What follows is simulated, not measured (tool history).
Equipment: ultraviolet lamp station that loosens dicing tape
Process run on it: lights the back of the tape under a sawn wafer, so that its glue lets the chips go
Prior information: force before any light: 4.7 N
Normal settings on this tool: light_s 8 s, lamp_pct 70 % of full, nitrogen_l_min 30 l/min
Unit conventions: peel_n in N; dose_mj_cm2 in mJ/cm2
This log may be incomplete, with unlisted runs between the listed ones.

{"run": 1, "day": 0.0, "light_s": 8, "lamp_pct": 70, "nitrogen_l_min": 30, "peel_n": 0.7, "dose_mj_cm2": 243}
{"run": 2, "day": 0.321, "light_s": 8, "lamp_pct": 86, "nitrogen_l_min": 30, "peel_n": 0.458, "dose_mj_cm2": 291}
{"run": 3, "day": 0.667, "light_s": 8, "lamp_pct": 86, "nitrogen_l_min": 30, "peel_n": 0.473, "dose_mj_cm2": 292}
{"run": 4, "day": 1.012, "light_s": 8, "lamp_pct": 86, "nitrogen_l_min": 30, "peel_n": 0.488, "dose_mj_cm2": 296}
{"run": 5, "day": 1.404, "light_s": 8, "lamp_pct": 86, "nitrogen_l_min": 30, "peel_n": 0.483, "dose_mj_cm2": 294}
{"run": 6, "day": 1.7, "light_s": 8, "lamp_pct": 86, "nitrogen_l_min": 30, "peel_n": 0.471, "dose_mj_cm2": 296}
{"run": 7, "day": 1.938, "light_s": 8, "lamp_pct": 70, "nitrogen_l_min": 30, "peel_n": 0.721, "dose_mj_cm2": 238}
{"run": 8, "day": 2.179, "light_s": 8, "lamp_pct": 70, "nitrogen_l_min": 30, "peel_n": 0.716, "dose_mj_cm2": 230}
{"run": 9, "day": 2.392, "light_s": 8, "lamp_pct": 70, "nitrogen_l_min": 30, "peel_n": 0.693, "dose_mj_cm2": 231}
{"run": 10, "day": 2.575, "light_s": 8, "lamp_pct": 70, "nitrogen_l_min": 30, "peel_n": 0.696, "dose_mj_cm2": 235}
{"run": 11, "day": 2.804, "light_s": 8, "lamp_pct": 70, "nitrogen_l_min": 30, "peel_n": 0.756, "dose_mj_cm2": 234}
{"run": 12, "day": 3.004, "light_s": 8, "lamp_pct": 70, "nitrogen_l_min": 30, "peel_n": 0.736, "dose_mj_cm2": 228}
{"run": 13, "day": 3.288, "light_s": 8, "lamp_pct": 70, "nitrogen_l_min": 30, "peel_n": 0.744, "dose_mj_cm2": 233}
{"run": 14, "day": 3.529, "light_s": 8, "lamp_pct": 70, "nitrogen_l_min": 30, "peel_n": 0.77, "dose_mj_cm2": 230}
{"run": 15, "day": 3.892, "light_s": 8, "lamp_pct": 70, "nitrogen_l_min": 30, "peel_n": 0.719, "dose_mj_cm2": 233}
{"run": 16, "day": 4.167, "light_s": 8, "lamp_pct": 70, "nitrogen_l_min": 30, "peel_n": 0.729, "dose_mj_cm2": 233}
{"run": 17, "day": 4.483, "light_s": 8, "lamp_pct": 67, "nitrogen_l_min": 30, "peel_n": 0.821, "dose_mj_cm2": 224}
{"run": 18, "day": 4.821, "light_s": 8, "lamp_pct": 67, "nitrogen_l_min": 30, "peel_n": 0.831, "dose_mj_cm2": 218}
{"run": 19, "day": 5.083, "light_s": 9, "lamp_pct": 66, "nitrogen_l_min": 12, "peel_n": 1.252, "dose_mj_cm2": 244}
{"run": 20, "day": 5.408, "light_s": 9, "lamp_pct": 75, "nitrogen_l_min": 30, "peel_n": 0.527, "dose_mj_cm2": 275}
{"run": 21, "day": 5.788, "light_s": 8, "lamp_pct": 98, "nitrogen_l_min": 14, "peel_n": 0.756, "dose_mj_cm2": 323}
{"run": 22, "day": 6.029, "light_s": 8, "lamp_pct": 82, "nitrogen_l_min": 17, "peel_n": 0.894, "dose_mj_cm2": 269}
{"run": 23, "day": 6.321, "light_s": 8, "lamp_pct": 82, "nitrogen_l_min": 17, "peel_n": 0.882, "dose_mj_cm2": 266}
{"run": 24, "day": 6.479, "light_s": 7, "lamp_pct": 82, "nitrogen_l_min": 19, "peel_n": 1.027, "dose_mj_cm2": 230}
{"run": 25, "day": 6.788, "light_s": 12, "lamp_pct": 82, "nitrogen_l_min": 19, "peel_n": 0.388, "dose_mj_cm2": 391}
{"run": 26, "day": 6.983, "light_s": 6, "lamp_pct": 98, "nitrogen_l_min": 23, "peel_n": 0.847, "dose_mj_cm2": 236}
{"run": 27, "day": 7.15, "light_s": 8, "lamp_pct": 61, "nitrogen_l_min": 24, "peel_n": 1.142, "dose_mj_cm2": 190}
{"run": 28, "day": 7.533, "light_s": 10, "lamp_pct": 61, "nitrogen_l_min": 24, "peel_n": 0.798, "dose_mj_cm2": 243}
{"run": 29, "day": 7.767, "light_s": 10, "lamp_pct": 61, "nitrogen_l_min": 24, "peel_n": 0.792, "dose_mj_cm2": 243}
{"run": 30, "day": 7.992, "light_s": 8, "lamp_pct": 89, "nitrogen_l_min": 13, "peel_n": 0.976, "dose_mj_cm2": 278}
{"run": 31, "day": 8.238, "light_s": 6, "lamp_pct": 85, "nitrogen_l_min": 18, "peel_n": 1.243, "dose_mj_cm2": 197}
{"run": 32, "day": 8.5, "light_s": 16, "lamp_pct": 85, "nitrogen_l_min": 18, "peel_n": 0.2, "dose_mj_cm2": 536}
{"run": 33, "day": 8.9, "light_s": 16, "lamp_pct": 85, "nitrogen_l_min": 10, "peel_n": 0.364, "dose_mj_cm2": 529}

How would selected steps in peel_n from run to run divide? Give the signed amount a tool lacking its hidden state would still show from settings, what came in and random variation, and the signed amount left for the hidden state, including any gauge scatter that is not in both of the compared results.
The tool's hidden condition here consists of: lamp's light, % of a new lamp's; light that the window lets through, % of a clean one's; drift of the gauge itself on peel_n, %; drift of the gauge itself on dose_mj_cm2, %.
Run 19 -> 20: lamp_pct 66 -> 75, nitrogen_l_min 12 -> 30. peel_n -0.725 N: hidden state -0.093, all else -0.632.
Run 24 -> 25: light_s 7 -> 12. peel_n -0.639 N: hidden state -0.115, all else -0.524.
Run 25 -> 26: light_s 12 -> 6, lamp_pct 82 -> 98, nitrogen_l_min 19 -> 23. peel_n +0.459 N: hidden state +0.099, all else +0.360.
Run 31 -> 32: light_s 6 -> 16. peel_n -1.043 N: hidden state -0.219, all else -0.824.
